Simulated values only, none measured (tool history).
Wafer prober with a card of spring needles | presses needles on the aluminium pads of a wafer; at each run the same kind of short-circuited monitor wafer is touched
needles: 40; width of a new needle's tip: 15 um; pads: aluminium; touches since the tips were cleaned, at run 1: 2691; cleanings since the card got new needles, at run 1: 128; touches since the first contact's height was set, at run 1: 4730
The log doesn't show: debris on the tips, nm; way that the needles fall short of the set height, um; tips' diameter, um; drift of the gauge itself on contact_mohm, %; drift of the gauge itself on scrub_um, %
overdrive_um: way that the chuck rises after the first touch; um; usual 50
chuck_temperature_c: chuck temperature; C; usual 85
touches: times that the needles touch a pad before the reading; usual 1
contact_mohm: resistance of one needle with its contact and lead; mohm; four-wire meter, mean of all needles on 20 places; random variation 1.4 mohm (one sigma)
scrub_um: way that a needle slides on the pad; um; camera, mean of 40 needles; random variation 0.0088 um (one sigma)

run	day	overdrive_um	chuck_temperature_c	touches	touches since the tips were cleaned	cleanings since the card got new needles	touches since the first contact's height was set	contact_mohm	scrub_um
1	0.000	50	85	1	2691	128	4730	126	6.135
# day 0.042: tips cleaned on abrasive film
# day 0.229: tips cleaned on abrasive film
2	0.296	50	85	1	1233	130	9979	127	6.127
# day 0.412: tips cleaned on abrasive film
# day 0.600: tips cleaned on abrasive film
3	0.617	50	85	1	283	132	15668	125	6.130
# day 0.758: tips cleaned on abrasive film
# day 0.912: tips cleaned on abrasive film
4	1.021	50	85	1	1994	134	22923	126	6.130
# day 1.096: tips cleaned on abrasive film
# day 1.271: tips cleaned on abrasive film
# day 1.458: tips cleaned on abrasive film
# day 1.625: tips cleaned on abrasive film
5	1.683	50	85	1	1024	138	34722	126	6.138
# day 1.788: tips cleaned on abrasive film
# day 1.975: tips cleaned on abrasive film
# day 2.150: tips cleaned on abrasive film
6	2.167	50	85	1	309	141	43363	125	6.129
# day 2.317: tips cleaned on abrasive film
# day 2.483: tips cleaned on abrasive film
# day 2.667: tips cleaned on abrasive film
7	2.800	50	85	1	2454	144	54701	129	6.113
# day 2.833: tips cleaned on abrasive film
# day 2.988: tips cleaned on abrasive film
# day 3.154: tips cleaned on abrasive film
# day 3.346: tips cleaned on abrasive film
# day 3.392: height of the first contact set anew
8	3.438	50	85	1	1510	148	829	126	6.101
# day 3.517: tips cleaned on abrasive film
# day 3.700: tips cleaned on abrasive film
# day 3.875: tips cleaned on abrasive film
9	3.942	50	85	1	1262	151	9810	126	6.102
# day 4.058: tips cleaned on abrasive film
# day 4.238: tips cleaned on abrasive film
10	4.258	50	85	1	375	153	15431	127	6.101
# day 4.412: tips cleaned on abrasive film
# day 4.588: tips cleaned on abrasive film
# day 4.767: tips cleaned on abrasive film
11	4.846	50	85	1	1463	156	25979	126	6.111
# day 4.925: tips cleaned on abrasive film
# day 5.117: tips cleaned on abrasive film
12	5.158	50	54	1	793	158	31530	120	6.103
# day 5.300: tips cleaned on abrasive film
# day 5.479: tips cleaned on abrasive film
13	5.483	50	54	1	117	160	37330	121	6.081
# day 5.667: tips cleaned on abrasive film
# day 5.821: tips cleaned on abrasive film
# day 5.996: tips cleaned on abrasive film
14	6.088	40	61	1	1731	163	48155	127	4.870
# day 6.162: tips cleaned on abrasive film
# day 6.346: tips cleaned on abrasive film
# day 6.533: tips cleaned on abrasive film
15	6.658	33	61	1	2357	166	58368	135	4.007
# day 6.700: tips cleaned on abrasive film
# day 6.888: tips cleaned on abrasive film
# day 7.042: height of the first contact set anew
# day 7.083: tips cleaned on abrasive film
# day 7.262: tips cleaned on abrasive film
16	7.262	33	61	1	0	170	3820	131	4.019
# day 7.446: tips cleaned on abrasive film
# day 7.600: tips cleaned on abrasive film
# day 7.775: tips cleaned on abrasive film
17	7.867	46	33	1	1718	173	14699	121	5.575
# day 7.946: tips cleaned on abrasive film
# day 8.100: tips cleaned on abrasive film
# day 8.288: tips cleaned on abrasive film
# day 8.479: tips cleaned on abrasive film
18	8.496	38	55	2	285	177	25855	127	4.619
# day 8.642: tips cleaned on abrasive film
# day 8.825: tips cleaned on abrasive film
# day 9.012: tips cleaned on abrasive film
19	9.029	38	55	2	282	180	35409	128	4.631
# day 9.200: tips cleaned on abrasive film
# day 9.383: tips cleaned on abrasive film
# day 9.550: tips cleaned on abrasive film
20	9.654	60	90	1	1918	183	46595	125	7.266
# day 9.729: tips cleaned on abrasive film
# day 9.912: tips cleaned on abrasive film
# day 10.096: tips cleaned on abrasive film
21	10.121	58	85	3	479	186	54928	125	7.044

The same runs without the tool's hidden state, with the same run-to-run variation:
run	scrub_um
1	6.135
2	6.129
3	6.134
4	6.137
5	6.150
6	6.144
7	6.133
8	6.122
9	6.127
10	6.128
11	6.142
12	6.136
13	6.117
14	4.902
15	4.037
16	4.050
17	5.622
18	4.660
19	4.676
20	7.340
21	7.120
contact_mohm: within 1 mohm of the measured result in every run.
